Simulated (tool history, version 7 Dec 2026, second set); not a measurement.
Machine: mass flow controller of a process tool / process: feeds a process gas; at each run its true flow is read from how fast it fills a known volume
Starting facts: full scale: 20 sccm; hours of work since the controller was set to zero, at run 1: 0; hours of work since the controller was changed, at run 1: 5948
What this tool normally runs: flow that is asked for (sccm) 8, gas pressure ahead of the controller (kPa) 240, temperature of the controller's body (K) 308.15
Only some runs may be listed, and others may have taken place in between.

run	hour	flow that is asked for (sccm)	gas pressure ahead of the controller (kPa)	temperature of the controller's body (K)	hours of work since the controller was set to zero	hours of work since the controller was changed	true flow (%)
1	0.0	8	240	308.15	0	5948	99.53
2	357.7	8	240	308.15	263	6211	99.55
3	735.4	8	240	308.15	541	6488	99.43
4	1137.6	8	187	308.15	836	6784	99.64
5	1385.9	8	187	308.15	1019	6967	99.50
6	1664.6	8	187	308.15	1224	7171	99.56
7	1996.9	8	187	308.15	1468	7416	99.37
8	2389.5	8	240	308.15	1756	7704	99.23
9	2671.8	8	240	308.15	1964	7912	99.14
10	2973.1	8	240	308.15	2185	8133	99.11
11	3201.2	8	240	300.15	2353	8301	99.38
12	3542.9	8	240	300.15	2604	8552	99.27
13	3857.8	8	240	300.15	2836	8784	99.17
14	4117.7	8	240	300.15	3027	8975	99.11
15	4320.7	8	240	300.15	3176	9124	99.17
16	4625.5	17	251	304.15	3400	9348	100.76
17	4877.9	4	173	294.15	3585	9533	97.25
18	5135.3	4	172	308.15	3775	9723	96.56
19	5408.7	4	172	308.15	3976	9924	96.50
20	5685.9	4	172	308.15	4179	10127	96.45
21	6050.6	3	160	299.15	4447	10395	95.00
22	6339.5	7	262	299.15	4660	10608	98.35
23	6571.9	2	279	309.15	4831	10779	90.26
24	7032.3	8	183	311.15	5169	11117	98.45
25	7243.4	4	179	306.15	5324	11272	95.60
26	7596.2	14	179	296.15	5583	11531	100.68

4 ways to go on from here, each from the tool as it stands after run 26. What would each give?
# hour 7676.9: controller's zero set anew
A	7872.0	14	179	301.15	143	11734	?
# hour 7676.9: controller's zero set anew
B	7872.0	3	195	297.15	143	11734	?
# hour 7676.9: controller's zero set anew
C	7872.0	14	261	296.15	143	11734	?
# hour 7676.9: controller's zero set anew
D	7872.0	4	179	296.15	143	11734	?

run	true flow (%)
A	102.16
B	100.97
C	102.09
D	101.20
Had the tool no hidden state, the same runs would have come out as:
run	true flow (%)
A	99.41
B	98.50
C	99.34
D	98.64
